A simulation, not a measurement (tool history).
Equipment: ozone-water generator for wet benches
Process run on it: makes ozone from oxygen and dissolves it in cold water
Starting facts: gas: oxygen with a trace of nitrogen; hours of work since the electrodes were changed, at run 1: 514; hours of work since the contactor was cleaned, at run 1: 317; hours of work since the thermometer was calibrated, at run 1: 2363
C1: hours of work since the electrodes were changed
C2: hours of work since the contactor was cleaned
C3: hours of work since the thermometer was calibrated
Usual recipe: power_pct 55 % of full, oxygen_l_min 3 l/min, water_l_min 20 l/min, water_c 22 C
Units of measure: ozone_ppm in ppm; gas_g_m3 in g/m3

run 1 day=0 | power_pct=55 oxygen_l_min=3 water_l_min=20 water_c=22 | C1=514 C2=317 C3=2363 | ozone_ppm=17.5 gas_g_m3=224.1
run 2 day=1.304 | power_pct=55 oxygen_l_min=3 water_l_min=20 water_c=22 | C1=538 C2=342 C3=2388 | ozone_ppm=17.5 gas_g_m3=221.8
run 3 day=2.246 | power_pct=55 oxygen_l_min=2.12 water_l_min=20 water_c=22 | C1=556 C2=360 C3=2406 | ozone_ppm=16.1 gas_g_m3=259.1
run 4 day=3.45 | power_pct=55 oxygen_l_min=2.12 water_l_min=20 water_c=22 | C1=579 C2=382 C3=2428 | ozone_ppm=16 gas_g_m3=257.5
run 5 day=5.496 | power_pct=55 oxygen_l_min=3 water_l_min=20 water_c=26 | C1=618 C2=421 C3=2467 | ozone_ppm=16.9 gas_g_m3=222.3
run 6 day=7.792 | power_pct=55 oxygen_l_min=3 water_l_min=20 water_c=26 | C1=662 C2=465 C3=2511 | ozone_ppm=16.3 gas_g_m3=223
run 7 day=8.75 | power_pct=55 oxygen_l_min=3 water_l_min=20 water_c=26 | C1=680 C2=483 C3=2529 | ozone_ppm=16.3 gas_g_m3=222.9
run 8 day=10.104 | power_pct=55 oxygen_l_min=3 water_l_min=20 water_c=22 | C1=706 C2=509 C3=2555 | ozone_ppm=17.6 gas_g_m3=221.1
run 9 day=11.842 | power_pct=55 oxygen_l_min=3 water_l_min=20 water_c=22 | C1=739 C2=542 C3=2588 | ozone_ppm=17.3 gas_g_m3=219
run 10 day=13.762 | power_pct=55 oxygen_l_min=3 water_l_min=20 water_c=22 | C1=776 C2=579 C3=2625 | ozone_ppm=17.1 gas_g_m3=221.2
run 11 day=15.254 | power_pct=55 oxygen_l_min=3 water_l_min=20 water_c=22 | C1=804 C2=607 C3=2653 | ozone_ppm=17.3 gas_g_m3=221.4
run 12 day=17.517 | power_pct=55 oxygen_l_min=3 water_l_min=12 water_c=22 | C1=847 C2=650 C3=2696 | ozone_ppm=26 gas_g_m3=220.4
run 13 day=19.075 | power_pct=55 oxygen_l_min=3 water_l_min=20 water_c=15 | C1=877 C2=680 C3=2726 | ozone_ppm=18.6 gas_g_m3=220.7
-- day=19.771 water thermometer calibrated
run 14 day=20.642 | power_pct=55 oxygen_l_min=3 water_l_min=20 water_c=15 | C1=906 C2=709 C3=17 | ozone_ppm=18.8 gas_g_m3=219.1
run 15 day=21.679 | power_pct=55 oxygen_l_min=3 water_l_min=20 water_c=22 | C1=926 C2=729 C3=36 | ozone_ppm=17.2 gas_g_m3=218.1
run 16 day=22.971 | power_pct=55 oxygen_l_min=3 water_l_min=20 water_c=22 | C1=951 C2=754 C3=61 | ozone_ppm=17.3 gas_g_m3=220.6
run 17 day=24.912 | power_pct=55 oxygen_l_min=3 water_l_min=20 water_c=22 | C1=988 C2=791 C3=98 | ozone_ppm=17.4 gas_g_m3=216.8
run 18 day=26.054 | power_pct=55 oxygen_l_min=3 water_l_min=20 water_c=22 | C1=1009 C2=812 C3=120 | ozone_ppm=17.4 gas_g_m3=216.2
run 19 day=28.104 | power_pct=55 oxygen_l_min=3 water_l_min=20 water_c=22 | C1=1048 C2=851 C3=159 | ozone_ppm=17.4 gas_g_m3=218.2
run 20 day=29.233 | power_pct=94 oxygen_l_min=5.37 water_l_min=20 water_c=22 | C1=1070 C2=873 C3=180 | ozone_ppm=29.4 gas_g_m3=262.5
run 21 day=30.933 | power_pct=55 oxygen_l_min=3 water_l_min=28 water_c=20 | C1=1102 C2=905 C3=213 | ozone_ppm=12.5 gas_g_m3=216.5
run 22 day=33.192 | power_pct=41 oxygen_l_min=3.55 water_l_min=28 water_c=19 | C1=1145 C2=948 C3=256 | ozone_ppm=10.5 gas_g_m3=160
run 23 day=34.633 | power_pct=41 oxygen_l_min=3.55 water_l_min=28 water_c=19 | C1=1173 C2=976 C3=283 | ozone_ppm=10.8 gas_g_m3=160.7
run 24 day=35.954 | power_pct=84 oxygen_l_min=3.51 water_l_min=25 water_c=15 | C1=1198 C2=1001 C3=308 | ozone_ppm=21.8 gas_g_m3=285.6
run 25 day=37.742 | power_pct=56 oxygen_l_min=1.9 water_l_min=28 water_c=22 | C1=1232 C2=1035 C3=342 | ozone_ppm=10.7 gas_g_m3=268.1
run 26 day=39.079 | power_pct=56 oxygen_l_min=1.9 water_l_min=28 water_c=22 | C1=1257 C2=1060 C3=368 | ozone_ppm=10.7 gas_g_m3=268.6
run 27 day=40.342 | power_pct=56 oxygen_l_min=1.9 water_l_min=28 water_c=22 | C1=1281 C2=1084 C3=392 | ozone_ppm=10.9 gas_g_m3=265.1
run 28 day=42.117 | power_pct=55 oxygen_l_min=5.2 water_l_min=20 water_c=21 | C1=1315 C2=1118 C3=425 | ozone_ppm=18.9 gas_g_m3=172.5
run 29 day=43.312 | power_pct=55 oxygen_l_min=5.2 water_l_min=20 water_c=21 | C1=1338 C2=1141 C3=448 | ozone_ppm=18.8 gas_g_m3=170.2
run 30 day=45.554 | power_pct=55 oxygen_l_min=1.88 water_l_min=20 water_c=22 | C1=1381 C2=1184 C3=491 | ozone_ppm=14.9 gas_g_m3=261.5
run 31 day=46.775 | power_pct=55 oxygen_l_min=1.88 water_l_min=20 water_c=22 | C1=1404 C2=1207 C3=514 | ozone_ppm=14.9 gas_g_m3=263.1
run 32 day=48.608 | power_pct=55 oxygen_l_min=5.02 water_l_min=16 water_c=22 | C1=1439 C2=1242 C3=549 | ozone_ppm=21.7 gas_g_m3=170.1
run 33 day=50.704 | power_pct=97 oxygen_l_min=2.91 water_l_min=12 water_c=25 | C1=1479 C2=1282 C3=589 | ozone_ppm=38.2 gas_g_m3=341.7
run 34 day=51.954 | power_pct=59 oxygen_l_min=2.91 water_l_min=25 water_c=25 | C1=1502 C2=1305 C3=613 | ozone_ppm=13.9 gas_g_m3=230.3

Hidden state or all else? Some run-to-run changes of ozone_ppm, split into what the settings, what came in and random variation would give without the hidden state, and what is left for the hidden state (with any gauge scatter that isn't in both results):
The hidden state here: yield of the discharge, % of new electrodes'; contactor's efficiency, % of a clean one's; true water temperature over the reading, C; drift of the gauge itself on ozone_ppm, %; drift of the gauge itself on gas_g_m3, %.
Run 20 -> 21: power_pct 94 -> 55, oxygen_l_min 5.37 -> 3, water_l_min 20 -> 28, water_c 22 -> 20. ozone_ppm -16.9 ppm: hidden state +1.4, all else -18.3.
Run 32 -> 33: power_pct 55 -> 97, oxygen_l_min 5.02 -> 2.91, water_l_min 16 -> 12, water_c 22 -> 25. ozone_ppm +16.5 ppm: hidden state -2.2, all else +18.7.
Run 33 -> 34: power_pct 97 -> 59, water_l_min 12 -> 25. ozone_ppm -24.3 ppm: hidden state +2.5, all else -26.8.
